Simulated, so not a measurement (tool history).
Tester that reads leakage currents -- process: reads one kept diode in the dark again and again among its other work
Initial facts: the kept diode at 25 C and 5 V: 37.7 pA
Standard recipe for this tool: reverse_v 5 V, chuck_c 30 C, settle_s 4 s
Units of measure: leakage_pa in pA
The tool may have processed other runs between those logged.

run	hour	reverse_v	chuck_c	settle_s	leakage_pa
1	0	5	30	4	55.81
2	28.2	5	30	0.49	56.25
3	60.9	2.65	30	0.49	44.41
4	85.5	7.73	30	4	65.89
5	118.5	5	30	4	56.14
6	136.3	1.39	30	4	34.35
7	154.5	1.39	30	4	34.47
8	186.9	1.39	30	4	34.48
9	214	1.39	30	4	34.41
10	246.7	1.39	26	4	24.62
11	276.1	1.39	26	4	24.63
12	299	1.05	30	4	30.94
13	330.1	1.05	30	4	30.63
14	361.8	9.04	30	4	69.99
15	393.7	9.04	30	4	69.8
16	424.4	9.04	30	4	69.53
17	453.5	16.22	30	4	87.75
18	487.2	16.22	34	4	120.87
19	520.1	5.28	34	4	78.7
20	550.6	5.28	34	4	77.93
21	576	5.87	25	7.66	39.03
22	595.5	4.03	55	2.53	345.04
23	619.3	12.24	23	2.52	44.16
24	650.9	5.12	54	5.6	351.12
25	681.3	5	25	4	36.36
26	704.7	5	25	4	36.5
27	726.7	5	32	2.33	65.2
28	756	5	32	2.33	64.72
29	790.1	5	23	4	30.75
30	809.3	1.82	34	3.68	52.09
31	823.5	4.39	21	4	24.51
32	839.7	2.45	26	4.15	29.97
33	871.1	5	34	3.77	76.52
34	904	5	34	3.77	75.82
35	934.4	15.03	34	3.77	115.18
36	956.2	15.35	30	4	84.76
37	974.3	1.51	21	0.4	16.37
38	993.7	1.41	41	8	81.49
39	1019.4	5	28	0.8	46.59

4 ways to go on from here, each from the tool as it stands after run 39. What would each give?
A	1044.1	1.83	28	0.8	?
B	1044.1	10.44	23	5.37	?
C	1044.1	3.24	28	3.43	?
D	1044.1	5	28	9.8	?

run	leakage_pa
A	31.89
B	41.13
C	39.32
D	46.31
Without the tool's hidden state the same runs would have given:
run	leakage_pa
A	33.83
B	42.15
C	41.53
D	48.67

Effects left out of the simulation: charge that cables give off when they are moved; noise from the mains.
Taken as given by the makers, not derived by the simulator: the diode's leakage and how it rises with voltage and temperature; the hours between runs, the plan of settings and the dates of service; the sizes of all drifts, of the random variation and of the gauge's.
